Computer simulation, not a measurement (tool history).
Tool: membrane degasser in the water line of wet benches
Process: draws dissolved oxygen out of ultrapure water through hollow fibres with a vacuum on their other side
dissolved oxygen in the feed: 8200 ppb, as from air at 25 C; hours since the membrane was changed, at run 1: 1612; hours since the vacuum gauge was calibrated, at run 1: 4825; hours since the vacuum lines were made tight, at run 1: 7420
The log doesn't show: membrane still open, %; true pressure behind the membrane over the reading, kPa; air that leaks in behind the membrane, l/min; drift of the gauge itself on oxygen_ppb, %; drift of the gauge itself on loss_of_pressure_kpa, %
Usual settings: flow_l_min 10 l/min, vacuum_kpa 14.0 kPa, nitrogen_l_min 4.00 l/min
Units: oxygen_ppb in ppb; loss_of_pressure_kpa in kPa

run	day	flow_l_min	vacuum_kpa	nitrogen_l_min	hours since the membrane was changed	hours since the vacuum gauge was calibrated	hours since the vacuum lines were made tight	oxygen_ppb	loss_of_pressure_kpa
1	0.000	10	14.0	4.00	1612	4825	7420	203.8	59.97
2	1.358	10	14.0	4.00	1644	4857	7452	204.2	60.56
3	2.846	9	14.0	4.00	1680	4893	7488	155.6	54.20
4	4.554	9	14.0	4.00	1721	4934	7529	157.5	54.42
5	5.592	10	11.8	4.00	1746	4959	7554	194.5	60.87
6	6.896	10	11.8	4.00	1777	4990	7585	194.8	60.21
7	7.942	10	11.8	4.00	1802	5015	7610	193.2	60.43
8	9.521	10	11.8	4.00	1840	5053	7648	193.8	60.15
9	11.283	10	14.0	7.62	1882	5096	7691	174.8	60.47
10	12.142	10	14.0	7.62	1903	5116	7711	174.7	60.18
11	13.129	10	14.0	3.50	1927	5140	7735	212.1	60.28
12	14.058	12	14.0	3.50	1949	5162	7757	345.6	72.11
13	15.338	10	12.8	4.00	1980	5193	7788	198.6	60.35
14	16.454	10	12.8	4.00	2007	5220	7815	200.3	60.59
15	17.454	10	12.8	4.00	2031	5244	7839	194.5	60.41
16	18.367	10	12.8	4.00	2053	5266	7861	198.9	60.11
17	19.792	10	12.8	6.24	2087	5300	7895	174.1	60.67
18	20.962	10	12.8	6.24	2115	5328	7923	176.8	60.61
19	22.200	7	20.3	1.85	2145	5358	7953	188.8	41.84
20	23.942	7	20.3	1.85	2186	5399	7994	188.5	42.13
21	25.504	8	20.3	4.41	2224	5437	8032	134.5	48.35
22	27.271	13	14.0	4.00	2266	5479	8074	399.7	78.23
23	29.021	8	14.0	5.09	2308	5521	8116	100.5	48.68
24	30.629	8	14.0	5.09	2347	5560	8155	100.1	47.88
25	32.100	8	33.9	11.57	2382	5595	8190	110.1	48.15
26	33.412	11	14.3	1.82	2414	5627	8222	342.8	66.30
27	35.117	11	14.3	1.82	2454	5667	8263	336.4	66.49
28	36.983	8	18.7	5.67	2499	5712	8307	111.2	48.13
29	38.050	8	18.7	5.67	2525	5738	8333	112.0	48.38
30	39.271	8	8.7	2.55	2554	5767	8362	103.0	48.47
31	40.071	8	8.7	2.55	2573	5786	8382	101.6	48.44
32	41.050	7	14.0	9.00	2597	5810	8405	54.6	42.28
33	42.692	14	14.0	9.00	2636	5849	8444	431.0	84.52

Forecast each of these 3 alternatives for the next run:
A	44.138	10	14.5	8.83	2671	5884	8479	?	?
B	44.138	7	21.2	4.00	2671	5884	8479	?	?
C	44.138	7	15.0	11.11	2671	5884	8479	?	?

run	oxygen_ppb	loss_of_pressure_kpa
A	173.6	60.30
B	110.2	41.98
C	50.8	42.31
Without the tool's hidden state the same runs would have given:
run	oxygen_ppb	loss_of_pressure_kpa
A	173.4	60.29
B	110.0	41.97
C	50.7	42.31

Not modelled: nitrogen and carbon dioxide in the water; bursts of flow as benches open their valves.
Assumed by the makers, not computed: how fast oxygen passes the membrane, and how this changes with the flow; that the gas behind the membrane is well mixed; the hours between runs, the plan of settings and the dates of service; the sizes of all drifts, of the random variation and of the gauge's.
